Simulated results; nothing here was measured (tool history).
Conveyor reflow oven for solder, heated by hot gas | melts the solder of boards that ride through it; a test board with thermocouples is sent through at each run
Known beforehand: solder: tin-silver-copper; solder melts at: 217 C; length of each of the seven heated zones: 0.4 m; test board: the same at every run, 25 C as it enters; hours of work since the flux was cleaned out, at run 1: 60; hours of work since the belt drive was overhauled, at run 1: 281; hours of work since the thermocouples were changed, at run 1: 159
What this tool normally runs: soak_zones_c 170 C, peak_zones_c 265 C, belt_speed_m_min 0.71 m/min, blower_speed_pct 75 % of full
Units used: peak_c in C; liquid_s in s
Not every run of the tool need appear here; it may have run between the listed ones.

run	hour	soak_zones_c	peak_zones_c	belt_speed_m_min	blower_speed_pct	hours of work since the flux was cleaned out	hours of work since the belt drive was overhauled	hours of work since the thermocouples were changed	peak_c	liquid_s
1	0	170	265	0.71	75	60	281	159	254.3	52.8
2	28.4	170	265	0.673	75	82	303	181	256	55.8
3	42.5	170	265	0.673	75	93	313	192	255.7	56
4	59.6	170	265	0.673	75	106	327	205	255.6	56.3
5	84.9	170	265	0.71	75	125	346	225	254.4	52
6	102.6	170	265	0.71	75	139	360	238	254.1	52.6
7	132.1	170	265	0.71	75	162	383	261	254.5	52
8	145	170	265	0.71	75	172	392	271	254.4	52.5
# hour 159.6: flux residue cleaned out of gas plates and filters
9	165.7	178	265	0.71	75	5	405	283	255.3	54.9
10	178.1	170	265	0.71	75	14	414	293	254	52.4
11	201.9	170	265	0.71	75	33	433	311	254.4	52.3
12	219.7	170	265	0.71	75	46	446	325	254.2	52.2
13	240.6	170	265	0.71	75	62	462	341	254.8	53
14	259.9	170	265	0.71	75	77	477	356	254.7	52.5
15	283.1	170	265	0.71	75	95	495	374	254.2	52.8
16	311	170	265	0.71	75	117	517	395	254.4	52.4
17	336.8	170	270	0.71	75	137	536	415	259	55.4
18	359.1	170	270	0.71	75	154	554	432	259	55.2
19	377.1	170	254	0.71	75	168	568	446	244.6	46.3
# hour 398.7: flux residue cleaned out of gas plates and filters
20	400.3	170	254	0.71	75	1	582	460	244.1	46.1
21	413.3	172	265	0.621	75	11	592	470	257.2	64
22	441.8	172	258	0.621	80	33	614	492	251.4	61
23	454.2	172	258	0.822	90	43	623	502	247.2	41.8
24	466.8	172	258	0.618	69	52	633	511	249.8	59.2
# hour 475: thermocouples of zones 6 and 7 changed
25	497.3	172	258	0.618	69	75	655	17	250.4	59.2
26	524.9	170	265	0.611	73	96	676	38	257.6	64
27	544.7	170	266	0.571	75	111	691	54	260.2	70.4
28	572.3	170	266	0.571	75	132	713	75	260	70.8
29	587.3	170	266	0.58	71	144	724	87	259.3	68.6
30	606.7	170	264	0.797	75	159	739	102	250.5	43.4
31	621.1	170	264	0.797	75	170	750	113	250.6	43.2

How the hidden state differs across the entries between the runs, from the last listed run before each to the first after it:
In the gap between runs 8 and 9: flux residue cleaned out of gas plates and filters (hour 159.6)
  heat that the gas passes to the board, % of a clean oven's: 99.6 -> 99.9; belt's true speed, % of the reading: 99.89 -> 99.88
In the gap between runs 19 and 20: flux residue cleaned out of gas plates and filters (hour 398.7)
  heat that the gas passes to the board, % of a clean oven's: 99.6 -> 100; belt's true speed, % of the reading: 99.84 -> 99.83; true gas temperature in zones 6 and 7 over the reading, C: -0.12 -> -0.13
In the gap between runs 24 and 25: thermocouples of zones 6 and 7 changed (hour 475)
  heat that the gas passes to the board, % of a clean oven's: 99.9 -> 99.8; belt's true speed, % of the reading: 99.82 -> 99.81; true gas temperature in zones 6 and 7 over the reading, C: -0.14 -> -0.05
